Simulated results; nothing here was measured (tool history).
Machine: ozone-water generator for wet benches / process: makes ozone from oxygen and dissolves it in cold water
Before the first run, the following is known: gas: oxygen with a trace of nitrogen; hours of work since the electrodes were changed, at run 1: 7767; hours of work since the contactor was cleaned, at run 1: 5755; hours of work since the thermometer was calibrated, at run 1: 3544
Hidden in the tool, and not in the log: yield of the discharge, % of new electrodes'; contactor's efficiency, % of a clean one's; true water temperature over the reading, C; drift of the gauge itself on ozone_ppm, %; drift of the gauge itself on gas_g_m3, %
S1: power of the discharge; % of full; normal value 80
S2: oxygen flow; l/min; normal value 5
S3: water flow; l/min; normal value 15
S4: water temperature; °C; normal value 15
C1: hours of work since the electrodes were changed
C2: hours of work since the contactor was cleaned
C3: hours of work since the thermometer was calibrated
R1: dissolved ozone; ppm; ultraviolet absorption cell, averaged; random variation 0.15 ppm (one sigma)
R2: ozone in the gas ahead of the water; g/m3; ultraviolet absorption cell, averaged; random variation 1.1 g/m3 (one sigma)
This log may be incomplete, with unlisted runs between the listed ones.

run	hour	S1	S2	S3	S4	C1	C2	C3	R1	R2
1	0	80	5	15	15	7767	5755	3544	15.7	169.2
2	154	47	5	15	15	7916	5904	3693	10.5	112
3	279.5	80	5	15	8	8037	6025	3814	17.2	169.5
# hour 293.6: water thermometer calibrated
4	384.5	80	5	15	13	8138	6126	88	16.2	168.5
5	553.6	80	5	15	8	8301	6289	251	17.1	171
6	743.9	80	5	15	8	8485	6473	435	16.9	170.6
7	846.8	80	5	15	8	8584	6572	534	17.2	169.6
# hour 862.2: contactor cleaned
8	935.7	95	5	17	15	8666	71	616	16.8	192
9	1133.9	41	5.7	12	7	8857	262	807	13.3	95.9
10	1296.6	41	5.77	12	7	9014	419	965	13.5	93.8
11	1381.3	54	8.83	15	15	9096	501	1046	12.1	94.1

4 options for the next run, each taken on its own from the tool as it stands now. Forecast them:
A	1500.3	80	3	15	13	9211	616	1161	?	?
B	1500.3	58	5	15	8	9211	616	1161	?	?
C	1500.3	53	5	15	15	9211	616	1161	?	?
D	1500.3	41	5	13	13	9211	616	1161	?	?

run	R1	R2
A	15.9	211.5
B	14.3	132
C	11.9	123.1
D	11.3	100.7
With no hidden state in the tool, these same runs would have given:
run	R1	R2
A	19.3	252.3
B	16.6	151.1
C	13.7	139.1
D	12.5	110.2
